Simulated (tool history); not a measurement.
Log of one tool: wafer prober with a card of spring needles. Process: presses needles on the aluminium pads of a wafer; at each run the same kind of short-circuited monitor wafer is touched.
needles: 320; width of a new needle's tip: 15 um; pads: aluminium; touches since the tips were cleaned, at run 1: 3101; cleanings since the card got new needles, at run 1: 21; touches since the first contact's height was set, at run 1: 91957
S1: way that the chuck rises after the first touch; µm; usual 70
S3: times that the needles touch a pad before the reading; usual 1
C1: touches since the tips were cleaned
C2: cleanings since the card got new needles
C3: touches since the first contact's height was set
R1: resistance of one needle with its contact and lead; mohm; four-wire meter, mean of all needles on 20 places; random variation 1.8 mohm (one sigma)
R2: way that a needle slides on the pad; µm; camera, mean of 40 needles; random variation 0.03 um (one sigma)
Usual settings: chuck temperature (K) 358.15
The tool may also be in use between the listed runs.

run 1 hour=0.0 | S1=70 chuck_temperature_(K)=358.15 S3=1 | C1=3101 C2=21 C3=91957 | R1=223 R2=14.16
-- hour=2.0 tips cleaned on abrasive film
-- hour=12.6 tips cleaned on abrasive film
run 2 hour=12.6 | S1=70 chuck_temperature_(K)=358.15 S3=1 | C1=0 C2=23 C3=96379 | R1=198 R2=14.12
-- hour=23.2 tips cleaned on abrasive film
run 3 hour=23.2 | S1=70 chuck_temperature_(K)=358.15 S3=1 | C1=0 C2=24 C3=100135 | R1=193 R2=14.07
-- hour=34.8 tips cleaned on abrasive film
run 4 hour=40.9 | S1=70 chuck_temperature_(K)=358.15 S3=1 | C1=2189 C2=25 C3=106403 | R1=221 R2=14.09
-- hour=45.9 tips cleaned on abrasive film
-- hour=57.9 tips cleaned on abrasive film
run 5 hour=59.9 | S1=70 chuck_temperature_(K)=358.15 S3=1 | C1=709 C2=27 C3=113114 | R1=204 R2=14.03
-- hour=69.9 tips cleaned on abrasive film
run 6 hour=70.3 | S1=70 chuck_temperature_(K)=358.15 S3=1 | C1=118 C2=28 C3=116770 | R1=198 R2=14.07
-- hour=80.4 tips cleaned on abrasive film
-- hour=91.8 tips cleaned on abrasive film
run 7 hour=94.4 | S1=70 chuck_temperature_(K)=298.15 S3=1 | C1=912 C2=30 C3=125295 | R1=195 R2=14.06
-- hour=103.8 tips cleaned on abrasive film
run 8 hour=105.3 | S1=70 chuck_temperature_(K)=304.15 S3=1 | C1=555 C2=31 C3=129171 | R1=193 R2=14.03
-- hour=114.1 tips cleaned on abrasive film
run 9 hour=122.7 | S1=70 chuck_temperature_(K)=304.15 S3=1 | C1=3092 C2=32 C3=135336 | R1=221 R2=13.94
-- hour=126.0 tips cleaned on abrasive film
-- hour=136.4 tips cleaned on abrasive film
run 10 hour=143.7 | S1=70 chuck_temperature_(K)=304.15 S3=1 | C1=2600 C2=34 C3=142727 | R1=215 R2=14.00
-- hour=147.9 tips cleaned on abrasive film
-- hour=159.8 tips cleaned on abrasive film
run 11 hour=160.2 | S1=70 chuck_temperature_(K)=304.15 S3=1 | C1=146 C2=36 C3=148551 | R1=184 R2=13.93
-- hour=172.1 tips cleaned on abrasive film
run 12 hour=182.1 | S1=82 chuck_temperature_(K)=358.15 S3=1 | C1=3538 C2=37 C3=156319 | R1=215 R2=16.42
-- hour=183.4 tips cleaned on abrasive film
-- hour=194.1 tips cleaned on abrasive film
run 13 hour=196.5 | S1=70 chuck_temperature_(K)=358.15 S3=1 | C1=856 C2=39 C3=161383 | R1=208 R2=13.92
-- hour=205.5 tips cleaned on abrasive film
run 14 hour=210.2 | S1=70 chuck_temperature_(K)=358.15 S3=1 | C1=1676 C2=40 C3=166230 | R1=221 R2=13.88
-- hour=215.9 tips cleaned on abrasive film
run 15 hour=220.4 | S1=70 chuck_temperature_(K)=358.15 S3=1 | C1=1618 C2=41 C3=169848 | R1=215 R2=13.88
-- hour=226.3 tips cleaned on abrasive film
-- hour=236.7 tips cleaned on abrasive film
run 16 hour=236.7 | S1=70 chuck_temperature_(K)=358.15 S3=1 | C1=0 C2=43 C3=175602 | R1=193 R2=13.87
-- hour=244.8 height of the first contact set anew
-- hour=247.9 tips cleaned on abrasive film
run 17 hour=252.1 | S1=54 chuck_temperature_(K)=339.15 S3=1 | C1=1476 C2=44 C3=2563 | R1=223 R2=11.04
-- hour=259.1 tips cleaned on abrasive film
run 18 hour=265.4 | S1=54 chuck_temperature_(K)=339.15 S3=1 | C1=2248 C2=45 C3=7275 | R1=241 R2=11.02
-- hour=270.4 tips cleaned on abrasive film
run 19 hour=280.0 | S1=54 chuck_temperature_(K)=337.15 S3=1 | C1=3426 C2=46 C3=12450 | R1=248 R2=11.02
-- hour=281.9 tips cleaned on abrasive film
-- hour=292.3 tips cleaned on abrasive film
run 20 hour=298.9 | S1=54 chuck_temperature_(K)=387.15 S3=1 | C1=2349 C2=48 C3=19134 | R1=242 R2=10.98
-- hour=302.8 tips cleaned on abrasive film
-- hour=314.1 tips cleaned on abrasive film
run 21 hour=322.7 | S1=82 chuck_temperature_(K)=353.15 S3=1 | C1=3045 C2=50 C3=27525 | R1=218 R2=16.72
-- hour=325.5 tips cleaned on abrasive film
run 22 hour=335.1 | S1=68 chuck_temperature_(K)=300.15 S3=3 | C1=3438 C2=51 C3=31928 | R1=200 R2=13.84
-- hour=336.3 tips cleaned on abrasive film
-- hour=348.2 tips cleaned on abrasive film
run 23 hour=351.0 | S1=76 chuck_temperature_(K)=355.15 S3=3 | C1=999 C2=53 C3=37530 | R1=199 R2=15.43
-- hour=359.2 tips cleaned on abrasive film
-- hour=370.5 tips cleaned on abrasive film
run 24 hour=373.0 | S1=76 chuck_temperature_(K)=355.15 S3=2 | C1=885 C2=55 C3=45294 | R1=199 R2=15.46
-- hour=381.0 tips cleaned on abrasive film
-- hour=391.9 tips cleaned on abrasive film
run 25 hour=397.3 | S1=76 chuck_temperature_(K)=355.15 S3=2 | C1=1913 C2=57 C3=53896 | R1=206 R2=15.41
-- hour=403.2 tips cleaned on abrasive film
-- hour=413.6 tips cleaned on abrasive film
run 26 hour=421.7 | S1=70 chuck_temperature_(K)=327.15 S3=1 | C1=2894 C2=59 C3=62542 | R1=222 R2=14.14
-- hour=425.3 tips cleaned on abrasive film
-- hour=436.7 tips cleaned on abrasive film
run 27 hour=440.8 | S1=82 chuck_temperature_(K)=327.15 S3=3 | C1=1471 C2=61 C3=69283 | R1=188 R2=16.63
-- hour=448.3 tips cleaned on abrasive film
run 28 hour=451.2 | S1=70 chuck_temperature_(K)=358.15 S3=1 | C1=1045 C2=62 C3=72952 | R1=207 R2=14.17
-- hour=459.5 tips cleaned on abrasive film
run 29 hour=465.8 | S1=70 chuck_temperature_(K)=358.15 S3=1 | C1=2268 C2=63 C3=78117 | R1=221 R2=14.10
-- hour=471.0 tips cleaned on abrasive film
-- hour=481.3 tips cleaned on abrasive film
run 30 hour=485.7 | S1=54 chuck_temperature_(K)=345.15 S3=2 | C1=1562 C2=65 C3=85127 | R1=216 R2=10.78

How the hidden state differs across the entries between the runs, from the last listed run before each to the first after it:
Between runs 1 and 2: tips cleaned on abrasive film (hour 2.0); tips cleaned on abrasive film (hour 12.6)
  debris on the tips, nm: 87 -> 11.6; way that the needles fall short of the set height, um: 1.16 -> 1.27; tips' diameter, um: 15.41 -> 15.44
  measured less the result without the state, R1: +32 -> +5 mohm; R2: -0.24 -> -0.26 µm
Between runs 2 and 3: tips cleaned on abrasive film (hour 23.2)
  debris on the tips, nm: 11.6 -> 7; way that the needles fall short of the set height, um: 1.27 -> 1.32; tips' diameter, um: 15.44 -> 15.46
  measured less the result without the state, R1: +5 -> +3 mohm; R2: -0.26 -> -0.27 µm
Between runs 3 and 4: tips cleaned on abrasive film (hour 34.8)
  debris on the tips, nm: 7 -> 78.6; way that the needles fall short of the set height, um: 1.32 -> 1.37; tips' diameter, um: 15.46 -> 15.48
  measured less the result without the state, R1: +3 -> +30 mohm; R2: -0.27 -> -0.28 µm
Between runs 4 and 5: tips cleaned on abrasive film (hour 45.9); tips cleaned on abrasive film (hour 57.9)
  debris on the tips, nm: 78.6 -> 37.6; way that the needles fall short of the set height, um: 1.37 -> 1.47; tips' diameter, um: 15.48 -> 15.52
  measured less the result without the state, R1: +30 -> +14 mohm; R2: -0.28 -> -0.31 µm
Between runs 5 and 6: tips cleaned on abrasive film (hour 69.9)
  debris on the tips, nm: 37.6 -> 16.2; way that the needles fall short of the set height, um: 1.47 -> 1.52; tips' diameter, um: 15.52 -> 15.53
  measured less the result without the state, R1: +14 -> +7 mohm; R2: -0.31 -> -0.31 µm
Between runs 6 and 7: tips cleaned on abrasive film (hour 80.4); tips cleaned on abrasive film (hour 91.8)
  debris on the tips, nm: 16.2 -> 42.4; way that the needles fall short of the set height, um: 1.52 -> 1.63; tips' diameter, um: 15.53 -> 15.57
  measured less the result without the state, R1: +7 -> +17 mohm; R2: -0.31 -> -0.33 µm
Between runs 7 and 8: tips cleaned on abrasive film (hour 103.8)
  debris on the tips, nm: 42.4 -> 29; way that the needles fall short of the set height, um: 1.63 -> 1.68; tips' diameter, um: 15.57 -> 15.59
  measured less the result without the state, R1: +17 -> +12 mohm; R2: -0.33 -> -0.34 µm
Between runs 8 and 9: tips cleaned on abrasive film (hour 114.1)
  debris on the tips, nm: 29 -> 96.7; way that the needles fall short of the set height, um: 1.68 -> 1.75; tips' diameter, um: 15.59 -> 15.61
  measured less the result without the state, R1: +12 -> +40 mohm; R2: -0.34 -> -0.35 µm
Between runs 9 and 10: tips cleaned on abrasive film (hour 126.0); tips cleaned on abrasive film (hour 136.4)
  debris on the tips, nm: 96.7 -> 82.4; way that the needles fall short of the set height, um: 1.75 -> 1.88; tips' diameter, um: 15.61 -> 15.66
  measured less the result without the state, R1: +40 -> +34 mohm; R2: -0.35 -> -0.39 µm
Between runs 10 and 11: tips cleaned on abrasive film (hour 147.9); tips cleaned on abrasive film (hour 159.8)
  debris on the tips, nm: 82.4 -> 11.3; way that the needles fall short of the set height, um: 1.88 -> 1.98; tips' diameter, um: 15.66 -> 15.69
  measured less the result without the state, R1: +34 -> +5 mohm; R2: -0.39 -> -0.41 µm
Between runs 11 and 12: tips cleaned on abrasive film (hour 172.1)
  debris on the tips, nm: 11.3 -> 101.9; way that the needles fall short of the set height, um: 1.98 -> 2.03; tips' diameter, um: 15.69 -> 15.71
  measured less the result without the state, R1: +5 -> +30 mohm; R2: -0.41 -> -0.41 µm
Between runs 12 and 13: tips cleaned on abrasive film (hour 183.4); tips cleaned on abrasive film (hour 194.1)
  debris on the tips, nm: 101.9 -> 44.5; way that the needles fall short of the set height, um: 2.03 -> 2.14; tips' diameter, um: 15.71 -> 15.75
  measured less the result without the state, R1: +30 -> +18 mohm; R2: -0.41 -> -0.44 µm
Between runs 13 and 14: tips cleaned on abrasive film (hour 205.5)
  debris on the tips, nm: 44.5 -> 62.6; way that the needles fall short of the set height, um: 2.14 -> 2.21; tips' diameter, um: 15.75 -> 15.77
  measured less the result without the state, R1: +18 -> +25 mohm; R2: -0.44 -> -0.45 µm
Between runs 14 and 15: tips cleaned on abrasive film (hour 215.9)
  debris on the tips, nm: 62.6 -> 57.8; way that the needles fall short of the set height, um: 2.21 -> 2.26; tips' diameter, um: 15.77 -> 15.79
  measured less the result without the state, R1: +25 -> +23 mohm; R2: -0.45 -> -0.46 µm
Between runs 15 and 16: tips cleaned on abrasive film (hour 226.3); tips cleaned on abrasive film (hour 236.7)
  debris on the tips, nm: 57.8 -> 6.4; way that the needles fall short of the set height, um: 2.26 -> 2.37; tips' diameter, um: 15.79 -> 15.83
  measured less the result without the state, R1: +23 -> +4 mohm; R2: -0.46 -> -0.48 µm
Between runs 16 and 17: height of the first contact set anew (hour 244.8); tips cleaned on abrasive film (hour 247.9)
  debris on the tips, nm: 6.4 -> 57.5; way that the needles fall short of the set height, um: 2.37 -> 0.07; tips' diameter, um: 15.83 -> 15.85
  measured less the result without the state, R1: +4 -> +34 mohm; R2: -0.48 -> -0.01 µm
Between runs 17 and 18: tips cleaned on abrasive film (hour 259.1)
  debris on the tips, nm: 57.5 -> 82.3; way that the needles fall short of the set height, um: 0.07 -> 0.11; tips' diameter, um: 15.85 -> 15.87
  measured less the result without the state, R1: +34 -> +49 mohm; R2: -0.01 -> -0.02 µm
Between runs 18 and 19: tips cleaned on abrasive film (hour 270.4)
  debris on the tips, nm: 82.3 -> 100.1; way that the needles fall short of the set height, um: 0.11 -> 0.18; tips' diameter, um: 15.87 -> 15.89
  measured less the result without the state, R1: +49 -> +59 mohm; R2: -0.02 -> -0.04 µm
Between runs 19 and 20: tips cleaned on abrasive film (hour 281.9); tips cleaned on abrasive film (hour 292.3)
  debris on the tips, nm: 100.1 -> 78.2; way that the needles fall short of the set height, um: 0.18 -> 0.31; tips' diameter, um: 15.89 -> 15.94
  measured less the result without the state, R1: +59 -> +43 mohm; R2: -0.04 -> -0.06 µm
Between runs 20 and 21: tips cleaned on abrasive film (hour 302.8); tips cleaned on abrasive film (hour 314.1)
  debris on the tips, nm: 78.2 -> 99.3; way that the needles fall short of the set height, um: 0.31 -> 0.43; tips' diameter, um: 15.94 -> 15.98
  measured less the result without the state, R1: +43 -> +29 mohm; R2: -0.06 -> -0.09 µm
Between runs 21 and 22: tips cleaned on abrasive film (hour 325.5)
  debris on the tips, nm: 99.3 -> 102.2; way that the needles fall short of the set height, um: 0.43 -> 0.49; tips' diameter, um: 15.98 -> 16
  measured less the result without the state, R1: +29 -> +17 mohm; R2: -0.09 -> -0.10 µm
Between runs 22 and 23: tips cleaned on abrasive film (hour 336.3); tips cleaned on abrasive film (hour 348.2)
  debris on the tips, nm: 102.2 -> 51.4; way that the needles fall short of the set height, um: 0.49 -> 0.6; tips' diameter, um: 16 -> 16.04
  measured less the result without the state, R1: +17 -> +7 mohm; R2: -0.10 -> -0.12 µm
Between runs 23 and 24: tips cleaned on abrasive film (hour 359.2); tips cleaned on abrasive film (hour 370.5)
  debris on the tips, nm: 51.4 -> 41.4; way that the needles fall short of the set height, um: 0.6 -> 0.71; tips' diameter, um: 16.04 -> 16.08
  measured less the result without the state, R1: +7 -> +9 mohm; R2: -0.12 -> -0.14 µm
Between runs 24 and 25: tips cleaned on abrasive film (hour 381.0); tips cleaned on abrasive film (hour 391.9)
  debris on the tips, nm: 41.4 -> 69.5; way that the needles fall short of the set height, um: 0.71 -> 0.82; tips' diameter, um: 16.08 -> 16.12
  measured less the result without the state, R1: +9 -> +15 mohm; R2: -0.14 -> -0.16 µm
Between runs 25 and 26: tips cleaned on abrasive film (hour 403.2); tips cleaned on abrasive film (hour 413.6)
  debris on the tips, nm: 69.5 -> 87.4; way that the needles fall short of the set height, um: 0.82 -> 0.93; tips' diameter, um: 16.12 -> 16.15
  measured less the result without the state, R1: +15 -> +36 mohm; R2: -0.16 -> -0.19 µm
Between runs 26 and 27: tips cleaned on abrasive film (hour 425.3); tips cleaned on abrasive film (hour 436.7)
  debris on the tips, nm: 87.4 -> 62.1; way that the needles fall short of the set height, um: 0.93 -> 1.05; tips' diameter, um: 16.15 -> 16.19
  measured less the result without the state, R1: +36 -> +7 mohm; R2: -0.19 -> -0.22 µm
Between runs 27 and 28: tips cleaned on abrasive film (hour 448.3)
  debris on the tips, nm: 62.1 -> 46.3; way that the needles fall short of the set height, um: 1.05 -> 1.1; tips' diameter, um: 16.19 -> 16.21
  measured less the result without the state, R1: +7 -> +19 mohm; R2: -0.22 -> -0.23 µm
Between runs 28 and 29: tips cleaned on abrasive film (hour 459.5)
  debris on the tips, nm: 46.3 -> 79.6; way that the needles fall short of the set height, um: 1.1 -> 1.14; tips' diameter, um: 16.21 -> 16.23
  measured less the result without the state, R1: +19 -> +32 mohm; R2: -0.23 -> -0.24 µm
Between runs 29 and 30: tips cleaned on abrasive film (hour 471.0); tips cleaned on abrasive film (hour 481.3)
  debris on the tips, nm: 79.6 -> 58.5; way that the needles fall short of the set height, um: 1.14 -> 1.26; tips' diameter, um: 16.23 -> 16.27
  measured less the result without the state, R1: +32 -> +23 mohm; R2: -0.24 -> -0.26 µm

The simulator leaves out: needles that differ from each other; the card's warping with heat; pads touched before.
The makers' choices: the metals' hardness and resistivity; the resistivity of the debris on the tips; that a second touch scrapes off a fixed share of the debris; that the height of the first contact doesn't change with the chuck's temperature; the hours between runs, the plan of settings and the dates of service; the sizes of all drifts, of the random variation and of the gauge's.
